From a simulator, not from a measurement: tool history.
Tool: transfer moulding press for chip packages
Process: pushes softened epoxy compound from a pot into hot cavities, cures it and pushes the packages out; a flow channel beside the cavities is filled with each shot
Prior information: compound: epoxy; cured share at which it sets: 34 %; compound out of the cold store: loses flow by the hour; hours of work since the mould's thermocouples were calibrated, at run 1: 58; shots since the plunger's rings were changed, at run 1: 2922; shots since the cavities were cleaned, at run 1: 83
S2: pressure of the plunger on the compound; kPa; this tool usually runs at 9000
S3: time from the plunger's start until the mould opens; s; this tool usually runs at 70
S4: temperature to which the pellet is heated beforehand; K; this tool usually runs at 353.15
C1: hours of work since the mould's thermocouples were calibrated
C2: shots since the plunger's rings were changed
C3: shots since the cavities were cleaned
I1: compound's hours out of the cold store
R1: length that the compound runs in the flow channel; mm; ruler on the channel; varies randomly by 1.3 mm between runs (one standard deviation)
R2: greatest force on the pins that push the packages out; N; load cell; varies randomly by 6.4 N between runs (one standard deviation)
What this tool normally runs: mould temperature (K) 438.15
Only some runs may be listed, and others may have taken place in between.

Run 1, hour 0: usual settings; C1 58; C2 2922; C3 83; I1 37.6. Result: R1 577 mm, R2 315 N.
Run 2, hour 7: usual settings but S3 87 s; C1 61; C2 2988; C3 149; I1 9.9. Result: R1 642 mm, R2 279 N.
Run 3, hour 14.1: usual settings but S3 87 s; C1 64; C2 3055; C3 216; I1 43.9. Result: R1 559 mm, R2 328 N.
Run 4, hour 21.2: usual settings but S3 87 s, S4 358.15 K; C1 67; C2 3121; C3 282; I1 9.1. Result: R1 645 mm, R2 333 N.
Run 5, hour 28.5: usual settings but S3 87 s, S4 358.15 K; C1 70; C2 3190; C3 351; I1 32.2. Result: R1 588 mm, R2 359 N.
Run 6, hour 35.1: usual settings but S3 87 s, S4 358.15 K; C1 73; C2 3252; C3 413; I1 12.8. Result: R1 637 mm, R2 374 N.
Run 7, hour 46.3: usual settings but S3 87 s, S4 358.15 K; C1 78; C2 3357; C3 518; I1 30.9. Result: R1 589 mm, R2 396 N.
Run 8, hour 59.2: usual settings; C1 84; C2 3478; C3 639; I1 21.7. Result: R1 613 mm, R2 467 N.
Run 9, hour 71: usual settings; C1 89; C2 3589; C3 750; I1 28.2. Result: R1 594 mm, R2 468 N.
At hour 73: cavities cleaned with cleaning compound and waxed.
Run 10, hour 81.6: usual settings but S2 9160 kPa; C1 93; C2 3674; C3 80; I1 20. Result: R1 621 mm, R2 552 N.
Run 11, hour 87.6: usual settings but S2 9160 kPa; C1 95; C2 3730; C3 136; I1 18.8. Result: R1 622 mm, R2 543 N.
Run 12, hour 94.6: usual settings but S2 9160 kPa; C1 98; C2 3796; C3 202; I1 36.4. Result: R1 580 mm, R2 538 N.
Run 13, hour 107.2: usual settings but S2 9160 kPa; C1 104; C2 3914; C3 320; I1 36.9. Result: R1 579 mm, R2 562 N.
Run 14, hour 118.6: usual settings but S2 9160 kPa; C1 108; C2 4022; C3 428; I1 24.9. Result: R1 605 mm, R2 544 N.
At hour 121.1: cavities cleaned with cleaning compound and waxed, once more.
Run 15, hour 127: usual settings but mould temperature (K) 439.15, S3 103 s; C1 111; C2 4087; C3 56; I1 30.7. Result: R1 588 mm, R2 245 N.
Run 16, hour 139.9: usual settings but S3 104 s; C1 117; C2 4207; C3 176; I1 44.9. Result: R1 554 mm, R2 293 N.
Run 17, hour 146.6: usual settings but S2 9520 kPa, S3 104 s, S4 344.15 K; C1 120; C2 4271; C3 240; I1 28.4. Result: R1 610 mm, R2 315 N.
Run 18, hour 152.8: usual settings but S2 7650 kPa; C1 123; C2 4328; C3 297; I1 37.3. Result: R1 529 mm, R2 404 N.
At hour 164.1: plunger's sealing rings changed.
Run 19, hour 167.8: usual settings but mould temperature (K) 430.15, S3 97 s, S4 345.15 K; C1 128; C2 35; C3 415; I1 24.2. Result: R1 634 mm, R2 391 N.
Run 20, hour 173.9: usual settings but mould temperature (K) 432.15, S2 10800 kPa, S3 109 s, S4 344.15 K; C1 131; C2 93; C3 473; I1 9.5. Result: R1 734 mm, R2 398 N.

Run 21 is up next; what results do you expect?
Run 21, hour 186.3: usual settings but mould temperature (K) 443.15, S2 9720 kPa, S4 358.15 K; C1 136; C2 208; C3 588; I1 12.6. Result: R1 ?, R2 ?.

Run 21 produced R1 665 mm, R2 431 N.
Take away the tool's hidden state, keep the run-to-run variation as it was, and the same run would have given R1 667 mm, R2 232 N.

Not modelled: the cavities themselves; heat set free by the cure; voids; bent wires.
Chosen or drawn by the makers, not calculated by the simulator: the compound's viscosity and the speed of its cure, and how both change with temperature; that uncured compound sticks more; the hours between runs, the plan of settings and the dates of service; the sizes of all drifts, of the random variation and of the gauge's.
